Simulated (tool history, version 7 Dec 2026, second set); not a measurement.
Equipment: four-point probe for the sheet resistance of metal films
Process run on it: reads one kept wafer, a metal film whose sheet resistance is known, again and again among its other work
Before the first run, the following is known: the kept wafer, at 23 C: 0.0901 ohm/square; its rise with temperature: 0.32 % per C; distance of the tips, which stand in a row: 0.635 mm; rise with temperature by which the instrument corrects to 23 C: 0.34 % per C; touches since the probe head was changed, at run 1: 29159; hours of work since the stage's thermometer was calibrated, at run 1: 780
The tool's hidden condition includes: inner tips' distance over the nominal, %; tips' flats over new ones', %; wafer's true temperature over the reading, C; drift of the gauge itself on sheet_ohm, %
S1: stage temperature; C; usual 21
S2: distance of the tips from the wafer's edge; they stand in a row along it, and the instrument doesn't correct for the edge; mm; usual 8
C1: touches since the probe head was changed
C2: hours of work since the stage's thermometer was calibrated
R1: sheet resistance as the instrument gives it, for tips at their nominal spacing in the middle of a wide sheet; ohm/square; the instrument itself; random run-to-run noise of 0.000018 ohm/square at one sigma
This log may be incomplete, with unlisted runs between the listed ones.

Run 1, hour 0: usual settings; C1 29159; C2 780. Result: R1 0.090451 ohm/square.
Run 2, hour 35.7: usual settings; C1 30448; C2 798. Result: R1 0.090443 ohm/square.
Run 3, hour 63.1: usual settings; C1 31433; C2 811. Result: R1 0.090448 ohm/square.
Run 4, hour 90.1: usual settings; C1 32409; C2 825. Result: R1 0.090432 ohm/square.
Run 5, hour 126.4: usual settings but S1 26 C; C1 33714; C2 843. Result: R1 0.09037 ohm/square.
Run 6, hour 163: usual settings but S2 55 mm; C1 35036; C2 861. Result: R1 0.090185 ohm/square.
Run 7, hour 196.5: usual settings but S2 11 mm; C1 36242; C2 878. Result: R1 0.090304 ohm/square.
Run 8, hour 243.6: usual settings; C1 37941; C2 902. Result: R1 0.090456 ohm/square.
Run 9, hour 280.4: usual settings but S2 6 mm; C1 39267; C2 920. Result: R1 0.090697 ohm/square.
Run 10, hour 311.5: usual settings but S1 20 C; C1 40387; C2 936. Result: R1 0.090423 ohm/square.
Run 11, hour 357.3: usual settings; C1 42039; C2 959. Result: R1 0.090431 ohm/square.
Run 12, hour 386.2: usual settings; C1 43079; C2 973. Result: R1 0.090456 ohm/square.
Run 13, hour 434.8: usual settings but S1 19 C; C1 44832; C2 998. Result: R1 0.090483 ohm/square.
Run 14, hour 455.2: usual settings but S2 24 mm; C1 45568; C2 1008. Result: R1 0.090173 ohm/square.
Run 15, hour 486.3: usual settings but S2 24 mm; C1 46690; C2 1024. Result: R1 0.09021 ohm/square.
Run 16, hour 522.7: usual settings but S2 24 mm; C1 48002; C2 1042. Result: R1 0.090168 ohm/square.
Run 17, hour 557.9: usual settings but S1 32 C; C1 49269; C2 1060. Result: R1 0.090273 ohm/square.
Run 18, hour 591.1: usual settings; C1 50467; C2 1076. Result: R1 0.090466 ohm/square.
Run 19, hour 615.2: usual settings; C1 51335; C2 1088. Result: R1 0.090442 ohm/square.
Run 20, hour 661.9: usual settings; C1 53020; C2 1112. Result: R1 0.090423 ohm/square.
Run 21, hour 692.3: usual settings; C1 54114; C2 1127. Result: R1 0.090472 ohm/square.
Run 22, hour 736.4: usual settings but S1 19 C, S2 60 mm; C1 55706; C2 1149. Result: R1 0.090182 ohm/square.
Run 23, hour 756.8: usual settings but S1 29 C, S2 22 mm; C1 56441; C2 1160. Result: R1 0.090071 ohm/square.
Run 24, hour 785.8: usual settings but S1 19 C, S2 13 mm; C1 57484; C2 1174. Result: R1 0.090289 ohm/square.
Run 25, hour 818.7: usual settings but S1 30 C, S2 4 mm; C1 58671; C2 1191. Result: R1 0.091199 ohm/square.

Run 26 has not been measured yet. What should we expect?
Run 26, hour 851.5: usual settings but S1 32 C, S2 4 mm; C1 59853; C2 1207. Result: R1 ?.

R1: 0.091165 ohm/square
Minus the tool's unlogged condition, the same run would have read R1 0.091154 ohm/square.

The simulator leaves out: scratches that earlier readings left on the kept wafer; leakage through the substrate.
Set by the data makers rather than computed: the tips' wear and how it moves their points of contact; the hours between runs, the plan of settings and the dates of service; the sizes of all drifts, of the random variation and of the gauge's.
